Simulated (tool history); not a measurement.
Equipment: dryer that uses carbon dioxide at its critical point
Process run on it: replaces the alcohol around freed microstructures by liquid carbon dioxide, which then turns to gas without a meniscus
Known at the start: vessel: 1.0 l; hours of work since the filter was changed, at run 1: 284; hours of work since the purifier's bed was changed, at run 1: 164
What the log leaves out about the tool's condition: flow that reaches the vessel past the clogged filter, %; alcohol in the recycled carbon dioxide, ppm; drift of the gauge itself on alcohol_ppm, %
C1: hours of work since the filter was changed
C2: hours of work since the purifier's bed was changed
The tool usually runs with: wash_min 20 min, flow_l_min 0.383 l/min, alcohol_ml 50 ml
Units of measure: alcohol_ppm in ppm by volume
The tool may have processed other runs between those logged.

Run 1, hour 0.0: usual settings; C1 284; C2 164. Result: alcohol_ppm 73 ppm by volume.
Run 2, hour 17.1: usual settings; C1 298; C2 178. Result: alcohol_ppm 71 ppm by volume.
Run 3, hour 27.7: usual settings but flow_l_min 0.265 l/min; C1 306; C2 186. Result: alcohol_ppm 371 ppm by volume.
Run 4, hour 40.1: usual settings but flow_l_min 0.265 l/min; C1 316; C2 196. Result: alcohol_ppm 402 ppm by volume.
Run 5, hour 48.4: usual settings but alcohol_ml 69 ml; C1 323; C2 203. Result: alcohol_ppm 87 ppm by volume.
Run 6, hour 57.0: usual settings; C1 329; C2 210. Result: alcohol_ppm 78 ppm by volume.
Run 7, hour 66.7: usual settings; C1 337; C2 217. Result: alcohol_ppm 76 ppm by volume.
Run 8, hour 79.5: usual settings but flow_l_min 0.242 l/min; C1 347; C2 227. Result: alcohol_ppm 587 ppm by volume.
Run 9, hour 94.5: usual settings but flow_l_min 0.242 l/min; C1 359; C2 239. Result: alcohol_ppm 613 ppm by volume.
Run 10, hour 105.2: usual settings but flow_l_min 0.242 l/min; C1 367; C2 248. Result: alcohol_ppm 578 ppm by volume.
Run 11, hour 124.0: usual settings but alcohol_ml 24 ml; C1 382; C2 263. Result: alcohol_ppm 66 ppm by volume.
Run 12, hour 132.2: usual settings but wash_min 22 min, flow_l_min 0.382 l/min, alcohol_ml 26 ml; C1 389; C2 269. Result: alcohol_ppm 47 ppm by volume.
Run 13, hour 144.0: usual settings but flow_l_min 0.481 l/min, alcohol_ml 26 ml; C1 398; C2 278. Result: alcohol_ppm 43 ppm by volume.
Run 14, hour 158.8: usual settings but flow_l_min 0.289 l/min, alcohol_ml 28 ml; C1 410; C2 290. Result: alcohol_ppm 186 ppm by volume.
Run 15, hour 169.7: usual settings but wash_min 17 min, flow_l_min 0.584 l/min, alcohol_ml 37 ml; C1 419; C2 299. Result: alcohol_ppm 39 ppm by volume.
Run 16, hour 186.5: usual settings but wash_min 17 min, flow_l_min 0.584 l/min, alcohol_ml 37 ml; C1 432; C2 312. Result: alcohol_ppm 49 ppm by volume.
Run 17, hour 200.4: usual settings but wash_min 14 min, flow_l_min 0.584 l/min, alcohol_ml 37 ml; C1 443; C2 323. Result: alcohol_ppm 77 ppm by volume.
Run 18, hour 209.8: usual settings but flow_l_min 0.470 l/min; C1 450; C2 331. Result: alcohol_ppm 61 ppm by volume.
Run 19, hour 227.7: usual settings but wash_min 16 min, flow_l_min 0.306 l/min; C1 464; C2 345. Result: alcohol_ppm 668 ppm by volume.
Run 20, hour 239.3: usual settings but wash_min 30 min; C1 474; C2 354. Result: alcohol_ppm 43 ppm by volume.
Run 21, hour 251.6: usual settings but wash_min 30 min; C1 483; C2 364. Result: alcohol_ppm 44 ppm by volume.
Run 22, hour 259.8: usual settings but wash_min 30 min, flow_l_min 0.331 l/min, alcohol_ml 25 ml; C1 490; C2 370. Result: alcohol_ppm 51 ppm by volume.

What if the next run were any one of these 3? Each begins from the tool's condition after run 22:
Run A, hour 268.6: usual settings but alcohol_ml 64 ml; C1 497; C2 377. Result: alcohol_ppm ?.
Run B, hour 268.6: usual settings but flow_l_min 0.231 l/min; C1 497; C2 377. Result: alcohol_ppm ?.
Run C, hour 268.6: usual settings but wash_min 24 min, flow_l_min 0.449 l/min; C1 497; C2 377. Result: alcohol_ppm ?.

run  alcohol_ppm
  A          127
  B          852
  C           56
Had the tool no hidden state, the same runs would have come out as:
run  alcohol_ppm
  A           40
  B          490
  C            9

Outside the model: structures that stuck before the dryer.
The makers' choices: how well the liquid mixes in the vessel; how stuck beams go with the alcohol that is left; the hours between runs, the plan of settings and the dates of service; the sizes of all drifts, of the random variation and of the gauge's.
